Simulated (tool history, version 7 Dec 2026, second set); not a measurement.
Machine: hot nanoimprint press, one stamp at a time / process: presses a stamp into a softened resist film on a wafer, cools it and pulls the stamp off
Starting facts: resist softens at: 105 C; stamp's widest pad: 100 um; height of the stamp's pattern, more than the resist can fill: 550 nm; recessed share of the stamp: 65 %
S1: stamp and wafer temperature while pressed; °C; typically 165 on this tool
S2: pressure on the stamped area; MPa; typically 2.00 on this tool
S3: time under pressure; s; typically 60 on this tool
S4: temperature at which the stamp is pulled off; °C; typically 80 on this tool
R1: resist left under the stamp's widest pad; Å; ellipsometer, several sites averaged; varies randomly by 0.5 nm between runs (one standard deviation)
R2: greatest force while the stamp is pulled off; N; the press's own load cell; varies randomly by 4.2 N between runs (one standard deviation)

run,hour,S1,S2,S3,S4,R1,R2
1,0.0,165,2.00,60,80,1548,205
2,15.9,165,2.00,44,80,1694,209
# hour 22.1: plate thermocouple calibrated
3,35.1,165,2.00,60,80,1538,206
4,43.9,165,2.00,60,80,1528,201
5,52.1,165,2.00,60,82,1544,197
6,64.8,165,2.00,60,80,1530,207
7,74.6,165,2.00,60,80,1542,206
8,82.4,165,1.38,60,80,1750,207
9,99.1,165,2.00,60,80,1529,206
10,114.4,165,2.00,60,80,1540,210
11,126.2,165,2.23,60,80,1477,209
12,136.2,165,2.00,60,80,1535,202
13,147.8,165,2.00,60,85,1541,185
14,161.9,165,2.00,60,80,1527,207
15,179.1,165,2.00,60,80,1531,210
16,190.9,174,1.56,90,86,835,176
17,208.9,174,1.56,90,86,824,172
18,221.3,165,2.47,60,80,1411,201
19,237.2,165,2.47,60,80,1419,208
20,245.7,165,2.47,60,80,1415,204
21,258.8,165,2.47,60,80,1415,209
22,272.7,165,2.00,60,66,1539,274
23,285.7,165,2.00,107,72,1233,246
24,295.5,163,2.59,39,71,1808,247
25,304.5,163,2.59,39,71,1812,253
26,317.2,165,2.00,60,74,1531,226

Run 27, settings as shown, results not yet in. Your forecast:
27,328.6,165,2.00,60,74,?,?

{"run 27": {"R1": 1532, "R2": 241}}
On a tool with no hidden condition, and with the same random variation, this run would have come out at R1 1533 Å, R2 240 N.

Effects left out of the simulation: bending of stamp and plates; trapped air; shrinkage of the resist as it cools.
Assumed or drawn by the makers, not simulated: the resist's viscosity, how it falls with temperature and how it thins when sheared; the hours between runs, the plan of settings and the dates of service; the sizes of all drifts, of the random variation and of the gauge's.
